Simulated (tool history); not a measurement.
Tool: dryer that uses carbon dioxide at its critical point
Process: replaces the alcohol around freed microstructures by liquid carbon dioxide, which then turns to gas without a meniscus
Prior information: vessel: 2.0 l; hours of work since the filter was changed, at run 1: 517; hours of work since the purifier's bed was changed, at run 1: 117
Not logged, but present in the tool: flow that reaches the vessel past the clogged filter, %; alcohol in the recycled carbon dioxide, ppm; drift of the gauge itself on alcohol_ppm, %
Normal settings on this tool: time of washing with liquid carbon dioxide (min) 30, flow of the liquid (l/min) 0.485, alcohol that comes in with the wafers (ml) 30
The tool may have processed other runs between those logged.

run,day,time of washing with liquid carbon dioxide (min),flow of the liquid (l/min),alcohol that comes in with the wafers (ml),hours of work since the filter was changed,hours of work since the purifier's bed was changed,alcohol left in the vessel before it's heated (ppm by volume)
1,0.000,30,0.485,30,517,117,88
2,0.325,34,0.485,30,521,121,59
3,0.683,34,0.485,30,526,126,49
4,0.896,34,0.485,30,528,129,53
5,1.075,34,0.485,30,531,131,48
6,1.388,30,0.485,30,535,135,80
7,1.567,30,0.485,30,537,137,89
8,1.738,19,0.485,30,540,140,539
9,2.125,19,0.485,30,545,145,528
10,2.312,19,0.485,30,547,147,555
# day 2.558: inlet filter changed
11,2.729,47,0.485,30,2,152,27
12,3.038,47,0.485,30,6,157,19
13,3.388,47,0.485,30,11,161,29
14,3.738,30,0.485,35,16,166,74
15,3.950,30,0.485,35,19,169,72
16,4.296,30,0.485,35,23,173,69
17,4.650,34,0.485,30,28,178,44
18,5.017,30,0.485,30,33,183,63
19,5.312,30,0.485,30,37,187,60
20,5.575,30,0.485,30,40,190,55
21,5.738,43,0.773,25,42,193,28
22,6.096,32,0.405,63,47,197,210
23,6.296,41,0.556,22,50,200,13
24,6.629,42,0.715,32,54,204,22
25,6.938,42,0.715,32,58,209,21
26,7.192,20,0.321,60,62,212,2470

The next listed run, before its measurement:
27,7.554,20,0.321,60,67,217,?

Run 27 gave alcohol left in the vessel before it's heated (ppm by volume) 2459.
On a tool with no hidden condition, and with the same random variation, this run would have come out at alcohol left in the vessel before it's heated (ppm by volume) 2363.
